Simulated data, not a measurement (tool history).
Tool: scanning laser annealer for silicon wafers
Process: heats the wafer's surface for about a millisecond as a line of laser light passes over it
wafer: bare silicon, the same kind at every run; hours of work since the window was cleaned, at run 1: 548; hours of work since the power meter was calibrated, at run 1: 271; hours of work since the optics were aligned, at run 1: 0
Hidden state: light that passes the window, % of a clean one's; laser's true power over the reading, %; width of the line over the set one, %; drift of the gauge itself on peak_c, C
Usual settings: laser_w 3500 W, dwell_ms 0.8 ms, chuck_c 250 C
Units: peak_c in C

run     day  laser_w  dwell_ms  chuck_c  hours of work since the window was cleaned  hours of work since the power meter was calibrated  hours of work since the optics were aligned  peak_c
  1       0     3500       0.8      250                                         548                                                 271                                            0    1064
  2   1.538     3500     0.766      250                                         570                                                 294                                           22    1044
  3    2.95     3500     0.766      250                                         591                                                 314                                           43    1044
  4   4.617     3500       0.8      250                                         615                                                 339                                           67    1056
  5   7.612     3500       0.8      250                                         659                                                 382                                          111    1054
  6   9.512     3500       0.8      250                                         687                                                 410                                          139    1055
  7  11.917     3500       0.8      250                                         722                                                 445                                          174    1046
  8  13.725     3500       0.8      250                                         748                                                 472                                          201    1045
  9  16.512     3500       0.8      250                                         789                                                 512                                          241    1039
     17.029  -- window over the wafer cleaned
 10  18.512     3500     0.821      246                                          22                                                 540                                          269    1088
 11  20.146     3500     0.821      246                                          46                                                 564                                          293    1086
 12  21.896     3500     0.821      246                                          71                                                 590                                          319    1083
 13  24.346     3373     0.821      238                                         107                                                 626                                          355    1034
 14  27.808     3373     0.989      239                                         158                                                 676                                          405    1110
 15  30.125     3373     0.989      239                                         191                                                 710                                          439    1109
 16  33.321     3500       0.9      219                                         238                                                 757                                          486    1084
 17  35.567     3500     0.657      251                                         271                                                 790                                          519     982

5 ways to go on from here, each from the tool as it stands after run 17. What would each give?
  A  38.262     3500     0.953      250                                         310                                                 829                                          558       ?
  B  38.262     3366     0.876      250                                         310                                                 829                                          558       ?
  C  38.262     3135     0.575      221                                         310                                                 829                                          558       ?
  D  38.262     3375       0.8      250                                         310                                                 829                                          558       ?
  E  38.262     3115       0.8      264                                         310                                                 829                                          558       ?

run  peak_c
  A    1132
  B    1051
  C     810
  D    1019
  E     954
Without the tool's hidden state the same runs would have given:
run  peak_c
  A    1171
  B    1086
  C     836
  D    1053
  E     985
